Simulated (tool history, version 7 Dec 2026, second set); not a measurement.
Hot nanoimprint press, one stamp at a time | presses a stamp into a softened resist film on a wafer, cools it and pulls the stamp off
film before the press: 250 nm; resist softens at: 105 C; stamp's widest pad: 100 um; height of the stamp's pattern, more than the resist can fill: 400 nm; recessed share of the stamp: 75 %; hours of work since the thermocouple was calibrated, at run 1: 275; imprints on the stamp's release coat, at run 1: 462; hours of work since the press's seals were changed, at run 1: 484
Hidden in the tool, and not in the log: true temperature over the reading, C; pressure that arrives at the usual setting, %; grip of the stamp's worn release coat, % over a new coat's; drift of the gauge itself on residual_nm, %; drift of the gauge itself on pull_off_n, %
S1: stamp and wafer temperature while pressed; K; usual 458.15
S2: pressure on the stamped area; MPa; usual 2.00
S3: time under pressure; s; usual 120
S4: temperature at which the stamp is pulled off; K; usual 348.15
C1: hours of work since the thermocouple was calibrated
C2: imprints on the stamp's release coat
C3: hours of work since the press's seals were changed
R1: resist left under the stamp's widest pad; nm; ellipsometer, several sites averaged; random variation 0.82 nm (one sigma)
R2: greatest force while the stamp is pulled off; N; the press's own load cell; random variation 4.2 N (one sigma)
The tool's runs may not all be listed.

run	day	S1	S2	S3	S4	C1	C2	C3	R1	R2
1	0.000	458.15	2.00	120	348.15	275	462	484	103.4	235
2	2.692	458.15	1.21	120	348.15	322	795	531	132.7	267
# day 4.625: stamp cleaned and given a new release coat
3	5.171	458.15	2.27	120	348.15	361	67	571	94.9	203
4	7.358	458.15	2.27	120	348.15	400	338	609	95.3	220
5	9.508	458.15	2.27	120	348.15	437	604	647	95.4	255
6	11.400	458.15	2.27	120	348.15	470	838	680	94.6	261
# day 12.996: stamp cleaned and given a new release coat
7	13.862	458.15	2.27	120	348.15	509	107	719	95.5	199
8	15.542	458.15	2.00	120	348.15	539	315	748	100.5	230
9	16.825	458.15	2.00	120	348.15	561	474	770	99.0	232
# day 18.138: plate thermocouple calibrated
10	19.171	458.15	2.00	120	348.15	18	749	809	96.3	246
# day 21.417: stamp cleaned and given a new release coat
11	22.358	458.15	2.00	120	334.15	70	117	861	97.9	251
12	24.383	458.15	2.00	120	343.15	105	367	896	96.4	236
13	26.279	458.15	2.00	120	343.15	138	602	930	96.5	256
# day 26.683: plate thermocouple calibrated, once more
# day 29.046: press's hydraulic seals changed and the load cell set to zero
14	29.238	458.15	2.00	120	343.15	39	911	3	105.7	308
# day 30.221: stamp cleaned and given a new release coat
15	32.179	458.15	2.00	120	343.15	86	242	51	104.7	252
16	34.917	451.15	1.86	120	348.15	134	581	98	144.6	257
17	37.762	458.15	2.00	82	348.15	184	934	148	118.5	281
# day 38.542: stamp cleaned and given a new release coat
18	39.671	458.15	2.00	82	348.15	213	140	177	119.4	210
19	41.988	457.15	2.19	84	348.15	254	427	218	115.3	236
20	43.421	447.15	2.00	120	337.15	279	604	243	159.9	292
21	44.896	457.15	1.23	219	337.15	305	787	269	112.4	328
# day 46.800: stamp cleaned and given a new release coat
22	47.979	451.15	1.55	83	348.15	354	146	319	167.1	220
23	50.100	451.15	1.55	83	348.15	391	408	356	166.5	240
24	53.017	458.15	2.31	209	348.15	443	769	407	75.5	262
# day 55.079: stamp cleaned and given a new release coat
25	56.271	448.15	2.00	120	348.15	495	147	460	149.2	207
26	57.979	453.15	2.00	85	350.15	525	359	490	138.1	220
27	60.308	453.15	2.00	85	350.15	566	647	530	135.9	245
# day 61.333: plate thermocouple calibrated
# day 63.558: stamp cleaned and given a new release coat
28	63.558	460.15	1.83	178	356.15	35	0	581	93.3	178

Forecast each of these 5 alternatives for the next run:
A	65.312	466.15	2.40	192	348.15	65	217	611	?	?
B	65.312	458.15	1.61	120	351.15	65	217	611	?	?
C	65.312	458.15	1.28	62	339.15	65	217	611	?	?
D	65.312	460.15	1.71	124	334.15	65	217	611	?	?
E	65.312	458.15	2.00	118	348.15	65	217	611	?	?

run	R1	R2
A	60.0	238
B	121.4	215
C	163.3	255
D	109.2	272
E	109.7	228
Without the tool's hidden state the same runs would have given:
run	R1	R2
A	58.1	219
B	119.0	198
C	161.4	234
D	106.9	250
E	107.1	210
